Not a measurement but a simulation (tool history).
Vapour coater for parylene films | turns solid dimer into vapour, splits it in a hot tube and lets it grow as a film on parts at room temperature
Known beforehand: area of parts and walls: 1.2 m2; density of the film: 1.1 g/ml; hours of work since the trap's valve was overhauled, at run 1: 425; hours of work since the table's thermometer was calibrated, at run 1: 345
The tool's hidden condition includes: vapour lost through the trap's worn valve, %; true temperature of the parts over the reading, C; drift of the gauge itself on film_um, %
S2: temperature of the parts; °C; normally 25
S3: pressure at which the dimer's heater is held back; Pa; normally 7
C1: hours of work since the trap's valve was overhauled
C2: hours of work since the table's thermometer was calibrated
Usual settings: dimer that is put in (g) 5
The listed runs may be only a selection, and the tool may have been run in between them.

Run 1, day 0: usual settings; C1 425; C2 345. Result: thickness of the film (um) 1.96.
Run 2, day 1.912: usual settings but S2 27 °C; C1 443; C2 364. Result: thickness of the film (um) 1.74.
Run 3, day 3.842: usual settings; C1 462; C2 383. Result: thickness of the film (um) 1.9.
Run 4, day 5.117: usual settings; C1 474; C2 395. Result: thickness of the film (um) 1.85.
Run 5, day 6.217: usual settings; C1 485; C2 406. Result: thickness of the film (um) 1.86.
Run 6, day 7.321: usual settings; C1 496; C2 417. Result: thickness of the film (um) 1.85.
Run 7, day 8.388: usual settings; C1 506; C2 427. Result: thickness of the film (um) 1.87.
Run 8, day 10.129: usual settings; C1 523; C2 444. Result: thickness of the film (um) 1.87.
Run 9, day 11.758: usual settings; C1 539; C2 460. Result: thickness of the film (um) 1.85.
At day 12.104: trap's valve overhauled.
Run 10, day 13.183: usual settings; C1 11; C2 472. Result: thickness of the film (um) 2.15.
Run 11, day 14.446: usual settings; C1 23; C2 485. Result: thickness of the film (um) 2.1.
Run 12, day 16.254: usual settings but S3 2.14 Pa; C1 40; C2 502. Result: thickness of the film (um) 2.68.
Run 13, day 17.717: usual settings but S3 2.14 Pa; C1 55; C2 517. Result: thickness of the film (um) 2.62.
Run 14, day 18.633: usual settings but S3 2.14 Pa; C1 64; C2 525. Result: thickness of the film (um) 2.62.
Run 15, day 20.754: usual settings but S3 2.14 Pa; C1 84; C2 546. Result: thickness of the film (um) 2.66.
Run 16, day 22.804: usual settings but S2 27 °C; C1 104; C2 566. Result: thickness of the film (um) 1.94.
Run 17, day 24.088: usual settings but S2 27 °C; C1 117; C2 579. Result: thickness of the film (um) 1.94.
Run 18, day 26.029: usual settings but dimer that is put in (g) 7, S2 17 °C, S3 6.72 Pa; C1 136; C2 598. Result: thickness of the film (um) 3.82.
Run 19, day 27.738: usual settings but dimer that is put in (g) 2, S2 21 °C, S3 2.12 Pa; C1 152; C2 614. Result: thickness of the film (um) 1.12.
Run 20, day 29.492: usual settings but dimer that is put in (g) 2, S2 21 °C, S3 2.12 Pa; C1 170; C2 631. Result: thickness of the film (um) 1.15.
Run 21, day 30.529: usual settings but dimer that is put in (g) 2, S2 21 °C, S3 4.89 Pa; C1 180; C2 641. Result: thickness of the film (um) 0.99.
Run 22, day 32.621: usual settings but dimer that is put in (g) 2, S2 21 °C, S3 4.89 Pa; C1 200; C2 662. Result: thickness of the film (um) 0.98.
Run 23, day 34.408: usual settings but dimer that is put in (g) 2, S2 21 °C, S3 4.89 Pa; C1 218; C2 679. Result: thickness of the film (um) 0.98.
Run 24, day 35.692: usual settings but S2 19 °C, S3 8.83 Pa; C1 230; C2 692. Result: thickness of the film (um) 2.36.
Run 25, day 37.954: usual settings but dimer that is put in (g) 4, S2 22 °C, S3 10.51 Pa; C1 252; C2 714. Result: thickness of the film (um) 1.6.
Run 26, day 40.054: usual settings but dimer that is put in (g) 4, S2 22 °C, S3 10.51 Pa; C1 273; C2 734. Result: thickness of the film (um) 1.62.
Run 27, day 41.654: usual settings but dimer that is put in (g) 4; C1 288; C2 750. Result: thickness of the film (um) 1.59.
Run 28, day 43.5: usual settings but dimer that is put in (g) 4, S2 24 °C, S3 11.52 Pa; C1 306; C2 768. Result: thickness of the film (um) 1.5.
Run 29, day 45.479: usual settings but dimer that is put in (g) 4, S2 24 °C, S3 11.52 Pa; C1 326; C2 787. Result: thickness of the film (um) 1.47.

Consider 3 possible next runs. They are alternatives, not a sequence: every one starts from the tool as it was left by run 29. What does each give?
Run A, day 46.667: usual settings but dimer that is put in (g) 6, S2 28 °C, S3 3.41 Pa; C1 337; C2 799. Result: thickness of the film (um) ?.
Run B, day 46.667: usual settings but S2 31 °C, S3 5.59 Pa; C1 337; C2 799. Result: thickness of the film (um) ?.
Run C, day 46.667: usual settings but dimer that is put in (g) 4; C1 337; C2 799. Result: thickness of the film (um) ?.

run  thickness of the film (um)
  A                        2.37
  B                        1.61
  C                        1.52
Without the tool's hidden state the same runs would have given:
run  thickness of the film (um)
  A                        2.65
  B                        1.81
  C                         1.7
